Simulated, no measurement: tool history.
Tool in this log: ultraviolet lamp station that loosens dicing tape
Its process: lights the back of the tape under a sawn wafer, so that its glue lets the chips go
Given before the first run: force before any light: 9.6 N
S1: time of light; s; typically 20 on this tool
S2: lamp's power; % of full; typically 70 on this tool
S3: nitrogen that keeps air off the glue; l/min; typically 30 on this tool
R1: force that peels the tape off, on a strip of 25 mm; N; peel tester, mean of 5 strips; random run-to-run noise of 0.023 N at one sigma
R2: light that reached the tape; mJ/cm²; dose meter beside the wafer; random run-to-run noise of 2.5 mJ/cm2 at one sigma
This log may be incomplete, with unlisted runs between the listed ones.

{"run": 1, "hour": 0.0, "S1": 20, "S2": 70, "S3": 30, "R1": 2.178, "R2": 194}
{"run": 2, "hour": 14.4, "S1": 20, "S2": 70, "S3": 30, "R1": 2.226, "R2": 199}
{"run": 3, "hour": 40.1, "S1": 20, "S2": 70, "S3": 30, "R1": 2.242, "R2": 189}
{"run": 4, "hour": 69.0, "S1": 20, "S2": 70, "S3": 55, "R1": 1.846, "R2": 191}
{"run": 5, "hour": 91.9, "S1": 20, "S2": 70, "S3": 55, "R1": 1.925, "R2": 186}
{"run": 6, "hour": 115.2, "S1": 20, "S2": 70, "S3": 55, "R1": 1.904, "R2": 187}
{"run": 7, "hour": 131.1, "S1": 20, "S2": 70, "S3": 55, "R1": 1.98, "R2": 182}
{"hour": 136.7, "done": "window cleaned of glue's vapour"}
{"run": 8, "hour": 148.2, "S1": 20, "S2": 72, "S3": 30, "R1": 2.329, "R2": 177}
{"run": 9, "hour": 174.0, "S1": 20, "S2": 72, "S3": 30, "R1": 2.408, "R2": 185}
{"run": 10, "hour": 205.0, "S1": 20, "S2": 70, "S3": 30, "R1": 2.532, "R2": 170}
{"run": 11, "hour": 222.1, "S1": 20, "S2": 70, "S3": 30, "R1": 2.608, "R2": 171}
{"run": 12, "hour": 250.3, "S1": 20, "S2": 70, "S3": 30, "R1": 2.678, "R2": 166}
{"run": 13, "hour": 276.9, "S1": 20, "S2": 84, "S3": 30, "R1": 2.117, "R2": 199}

For run 14, what comes out?
{"hour": 293.7, "done": "window cleaned of glue's vapour, once more"}
{"run": 14, "hour": 294.3, "S1": 22, "S2": 70, "S3": 51, "R1": "?", "R2": "?"}

Run 14 yielded R1 1.559 N, R2 213 mJ/cm².
With no hidden state in the tool, this same run would have given R1 0.724 N, R2 312 mJ/cm².

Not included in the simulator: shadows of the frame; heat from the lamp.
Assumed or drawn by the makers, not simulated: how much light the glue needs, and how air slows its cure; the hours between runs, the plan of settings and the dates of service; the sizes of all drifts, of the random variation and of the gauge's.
